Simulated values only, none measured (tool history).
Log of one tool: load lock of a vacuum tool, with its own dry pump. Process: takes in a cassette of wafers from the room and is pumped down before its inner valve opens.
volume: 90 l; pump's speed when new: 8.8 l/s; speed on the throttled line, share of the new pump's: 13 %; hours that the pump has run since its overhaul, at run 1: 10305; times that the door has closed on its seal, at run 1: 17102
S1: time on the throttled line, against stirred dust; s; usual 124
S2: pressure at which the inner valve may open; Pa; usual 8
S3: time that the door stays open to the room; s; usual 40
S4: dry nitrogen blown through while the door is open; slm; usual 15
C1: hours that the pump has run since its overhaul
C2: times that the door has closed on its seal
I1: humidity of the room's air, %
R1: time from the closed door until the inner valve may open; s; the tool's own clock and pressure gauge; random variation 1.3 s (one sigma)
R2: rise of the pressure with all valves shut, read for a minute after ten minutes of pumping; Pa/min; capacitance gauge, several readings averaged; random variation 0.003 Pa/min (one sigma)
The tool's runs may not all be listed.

run    hour   S1  S2  S3  S4     C1     C2    I1     R1     R2
  1       0  124   8  40  15  10305  17102  44.6    206  0.022
  2   332.3  124   8  40  15  10638  18539  42.1  207.1  0.022
  3   569.2  124   8  40  15  10875  19563  43.6  206.7  0.022
  4   835.6  124   8  53  15  11141  20714  45.3  205.4  0.018
  5  1188.7  124   8  40  27  11494  22240  45.2  207.9  0.016
  6  1430.4  124   8  40  27  11736  23285  45.2  206.5  0.017
  7  1777.4  124   8  40  15  12083  24785  46.1  205.1  0.024
  8  1978.9  124   8  40  15  12284  25655  47.1  208.4  0.024
  9  2272.2  124   8  40  15  12578  26923  44.5  206.9  0.024
     2420.3  -- dry pump taken out, an overhauled one fitted
 10  2507.5  124   8  40  15     87  27915  47.4  204.5  0.022
 11  2709.9  124   8  40  39    290  28789  45.6    207  0.018
 12    3032  124   8  40  39    612  30182  46.4    205  0.011
 13  3241.5  124   7  40   7    821  31087    42    209  0.027
 14  3531.9  124   7  40   7   1112  32342  43.6  207.8  0.023

The next listed run, before its measurement:
 15  3819.1  124   7  40   7  1399  33584  48.1   ?   ?

{"run 15": {"R1": 208, "R2": 0.025}}
Without the tool's hidden state the same run would have given R1 208 s, R2 0.024 Pa/min.

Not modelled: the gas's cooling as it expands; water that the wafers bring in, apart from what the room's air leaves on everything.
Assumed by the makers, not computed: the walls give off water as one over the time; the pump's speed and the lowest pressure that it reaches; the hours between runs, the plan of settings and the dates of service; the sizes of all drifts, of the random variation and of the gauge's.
